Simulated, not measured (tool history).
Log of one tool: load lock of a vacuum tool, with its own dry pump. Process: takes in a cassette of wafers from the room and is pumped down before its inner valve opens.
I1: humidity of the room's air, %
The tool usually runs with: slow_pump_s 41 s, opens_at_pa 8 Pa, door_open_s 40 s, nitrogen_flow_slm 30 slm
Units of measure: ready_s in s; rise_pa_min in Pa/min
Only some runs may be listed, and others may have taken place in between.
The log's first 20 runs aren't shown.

{"run": 21, "hour": 5009.3, "slow_pump_s": 43, "opens_at_pa": 12, "door_open_s": 43, "nitrogen_flow_slm": 35, "I1": 43.5, "ready_s": 79.5, "rise_pa_min": 0.014}
{"run": 22, "hour": 5295.8, "slow_pump_s": 41, "opens_at_pa": 8, "door_open_s": 40, "nitrogen_flow_slm": 14, "I1": 43.6, "ready_s": 80.1, "rise_pa_min": 0.015}
{"run": 23, "hour": 5515.3, "slow_pump_s": 40, "opens_at_pa": 8, "door_open_s": 40, "nitrogen_flow_slm": 30, "I1": 43.8, "ready_s": 79.4, "rise_pa_min": 0.016}
{"run": 24, "hour": 5711.0, "slow_pump_s": 40, "opens_at_pa": 8, "door_open_s": 40, "nitrogen_flow_slm": 30, "I1": 43.9, "ready_s": 80.3, "rise_pa_min": 0.011}
{"run": 25, "hour": 5904.8, "slow_pump_s": 40, "opens_at_pa": 8, "door_open_s": 40, "nitrogen_flow_slm": 30, "I1": 46.2, "ready_s": 80.2, "rise_pa_min": 0.011}
{"run": 26, "hour": 6219.1, "slow_pump_s": 40, "opens_at_pa": 8, "door_open_s": 40, "nitrogen_flow_slm": 30, "I1": 44.2, "ready_s": 79.1, "rise_pa_min": 0.012}
{"run": 27, "hour": 6548.9, "slow_pump_s": 40, "opens_at_pa": 8, "door_open_s": 40, "nitrogen_flow_slm": 30, "I1": 43.1, "ready_s": 79.3, "rise_pa_min": 0.014}
{"run": 28, "hour": 6924.6, "slow_pump_s": 40, "opens_at_pa": 8, "door_open_s": 40, "nitrogen_flow_slm": 30, "I1": 44.8, "ready_s": 78.7, "rise_pa_min": 0.011}
{"run": 29, "hour": 7195.8, "slow_pump_s": 40, "opens_at_pa": 8, "door_open_s": 40, "nitrogen_flow_slm": 30, "I1": 47.9, "ready_s": 80.1, "rise_pa_min": 0.016}
{"run": 30, "hour": 7438.6, "slow_pump_s": 22, "opens_at_pa": 8, "door_open_s": 40, "nitrogen_flow_slm": 38, "I1": 44.5, "ready_s": 65.3, "rise_pa_min": 0.009}
{"run": 31, "hour": 7630.0, "slow_pump_s": 22, "opens_at_pa": 8, "door_open_s": 50, "nitrogen_flow_slm": 38, "I1": 45.2, "ready_s": 65.4, "rise_pa_min": 0.013}
{"run": 32, "hour": 7917.0, "slow_pump_s": 41, "opens_at_pa": 8, "door_open_s": 94, "nitrogen_flow_slm": 6, "I1": 46.1, "ready_s": 81, "rise_pa_min": 0.038}
{"run": 33, "hour": 8081.9, "slow_pump_s": 41, "opens_at_pa": 8, "door_open_s": 94, "nitrogen_flow_slm": 6, "I1": 47.7, "ready_s": 79.4, "rise_pa_min": 0.035}
{"run": 34, "hour": 8452.4, "slow_pump_s": 41, "opens_at_pa": 8, "door_open_s": 94, "nitrogen_flow_slm": 6, "I1": 45.4, "ready_s": 80.4, "rise_pa_min": 0.033}
{"run": 35, "hour": 8694.9, "slow_pump_s": 26, "opens_at_pa": 8, "door_open_s": 40, "nitrogen_flow_slm": 30, "I1": 41.5, "ready_s": 68.8, "rise_pa_min": 0.013}
{"run": 36, "hour": 9048.0, "slow_pump_s": 65, "opens_at_pa": 8, "door_open_s": 40, "nitrogen_flow_slm": 30, "I1": 47.6, "ready_s": 98, "rise_pa_min": 0.017}
{"run": 37, "hour": 9237.8, "slow_pump_s": 65, "opens_at_pa": 8, "door_open_s": 40, "nitrogen_flow_slm": 30, "I1": 44.3, "ready_s": 99, "rise_pa_min": 0.013}

Forecast each of these 3 alternatives for the next run:
{"run": "A", "hour": 9621.7, "slow_pump_s": 41, "opens_at_pa": 12, "door_open_s": 40, "nitrogen_flow_slm": 11, "I1": 46.5, "ready_s": "?", "rise_pa_min": "?"}
{"run": "B", "hour": 9621.7, "slow_pump_s": 51, "opens_at_pa": 8, "door_open_s": 59, "nitrogen_flow_slm": 30, "I1": 41.6, "ready_s": "?", "rise_pa_min": "?"}
{"run": "C", "hour": 9621.7, "slow_pump_s": 41, "opens_at_pa": 8, "door_open_s": 177, "nitrogen_flow_slm": 30, "I1": 43.6, "ready_s": "?", "rise_pa_min": "?"}

run=A ready_s=78.6 rise_pa_min=0.017
run=B ready_s=87.9 rise_pa_min=0.012
run=C ready_s=79.6 rise_pa_min=0.023
Take away the tool's hidden state, keep each run's random variation, and the runs would have read:
run=A ready_s=78.6 rise_pa_min=0.016
run=B ready_s=87.9 rise_pa_min=0.011
run=C ready_s=79.6 rise_pa_min=0.022
